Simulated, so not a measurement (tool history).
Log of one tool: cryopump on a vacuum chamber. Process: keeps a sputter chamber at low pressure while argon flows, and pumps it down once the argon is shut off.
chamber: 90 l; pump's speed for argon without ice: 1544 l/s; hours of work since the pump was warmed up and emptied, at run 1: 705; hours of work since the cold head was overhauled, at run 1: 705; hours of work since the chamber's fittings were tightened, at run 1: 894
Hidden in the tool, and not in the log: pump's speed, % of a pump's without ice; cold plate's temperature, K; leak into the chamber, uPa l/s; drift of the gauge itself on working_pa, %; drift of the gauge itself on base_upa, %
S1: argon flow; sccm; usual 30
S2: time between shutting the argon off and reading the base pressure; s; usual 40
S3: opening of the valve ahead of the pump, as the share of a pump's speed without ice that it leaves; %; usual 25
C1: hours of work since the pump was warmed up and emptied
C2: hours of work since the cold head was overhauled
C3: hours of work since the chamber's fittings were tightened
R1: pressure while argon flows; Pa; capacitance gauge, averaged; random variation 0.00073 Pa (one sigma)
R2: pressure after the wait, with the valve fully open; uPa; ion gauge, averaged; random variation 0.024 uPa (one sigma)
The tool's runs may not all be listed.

{"run": 1, "day": 0.0, "S1": 30, "S2": 40, "S3": 25, "C1": 705, "C2": 705, "C3": 894, "R1": 0.1435, "R2": 2.09}
{"run": 2, "day": 1.008, "S1": 30, "S2": 40, "S3": 25, "C1": 722, "C2": 722, "C3": 911, "R1": 0.143, "R2": 2.02}
{"run": 3, "day": 2.367, "S1": 30, "S2": 40, "S3": 25, "C1": 745, "C2": 745, "C3": 934, "R1": 0.1423, "R2": 2.02}
{"run": 4, "day": 2.933, "S1": 30, "S2": 40, "S3": 25, "C1": 754, "C2": 754, "C3": 943, "R1": 0.1432, "R2": 2.08}
{"run": 5, "day": 3.521, "S1": 30, "S2": 40, "S3": 25, "C1": 764, "C2": 764, "C3": 953, "R1": 0.1455, "R2": 2.22}
{"run": 6, "day": 4.296, "S1": 13, "S2": 40, "S3": 25, "C1": 777, "C2": 777, "C3": 966, "R1": 0.0627, "R2": 2.19}
{"run": 7, "day": 5.233, "S1": 13, "S2": 40, "S3": 25, "C1": 793, "C2": 793, "C3": 982, "R1": 0.0626, "R2": 2.17}

The next listed run, before its measurement:
{"run": 8, "day": 6.0, "S1": 13, "S2": 40, "S3": 25, "C1": 806, "C2": 806, "C3": 995, "R1": "?", "R2": "?"}

{"run 8": {"R1": 0.0634, "R2": 2.16}}
Without the tool's hidden state the same run would have given R1 0.0577 Pa, R2 0.83 uPa.
